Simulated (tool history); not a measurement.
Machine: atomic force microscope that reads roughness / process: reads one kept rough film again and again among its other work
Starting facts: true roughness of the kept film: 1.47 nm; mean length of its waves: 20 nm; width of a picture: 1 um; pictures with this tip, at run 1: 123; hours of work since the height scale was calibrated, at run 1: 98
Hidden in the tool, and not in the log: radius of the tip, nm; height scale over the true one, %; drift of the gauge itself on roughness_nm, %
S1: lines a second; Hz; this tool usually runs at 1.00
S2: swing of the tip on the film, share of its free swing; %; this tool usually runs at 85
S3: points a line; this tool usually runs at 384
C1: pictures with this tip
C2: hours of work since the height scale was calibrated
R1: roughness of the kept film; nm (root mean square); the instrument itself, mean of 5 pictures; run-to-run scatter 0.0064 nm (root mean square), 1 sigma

run  hour    S1  S2   S3   C1   C2     R1
  1   0.0  1.00  85  384  123   98  1.117
  2   6.3  1.00  85  384  130  102  1.105
  3  15.2  1.00  58  384  139  106  1.164
  4  25.6  1.00  58  384  149  112  1.147
  5  37.1  1.00  80  384  161  118  1.091
  6  43.7  1.00  80  384  167  122  1.100
  7  51.8  1.00  80  381  175  126  1.082
  8  58.0  1.00  87  384  182  130  1.057
  9  64.8  1.38  65  304  188  134  1.092
 10  69.5  1.85  68  396  193  136  1.077
 11  76.0  0.61  85  687  200  140  1.083
 12  82.4  1.00  58  297  206  143  1.098
 13  90.8  1.00  58  297  215  148  1.077
 14  96.2  1.00  63  297  220  151  1.072

What if the next run were any one of these 5? Each begins from the tool's condition after run 14:
  A  103.1  2.18  63  297  227  154   ?
  B  103.1  1.23  64  297  227  154   ?
  C  103.1  0.79  85  384  227  154   ?
  D  103.1  1.00  82  297  227  154   ?
  E  103.1  1.26  57  661  227  154   ?

run     R1
  A  1.032
  B  1.053
  C  1.057
  D  1.043
  E  1.085
Without the tool's hidden state the same runs would have given:
run     R1
  A  1.239
  B  1.264
  C  1.266
  D  1.249
  E  1.302
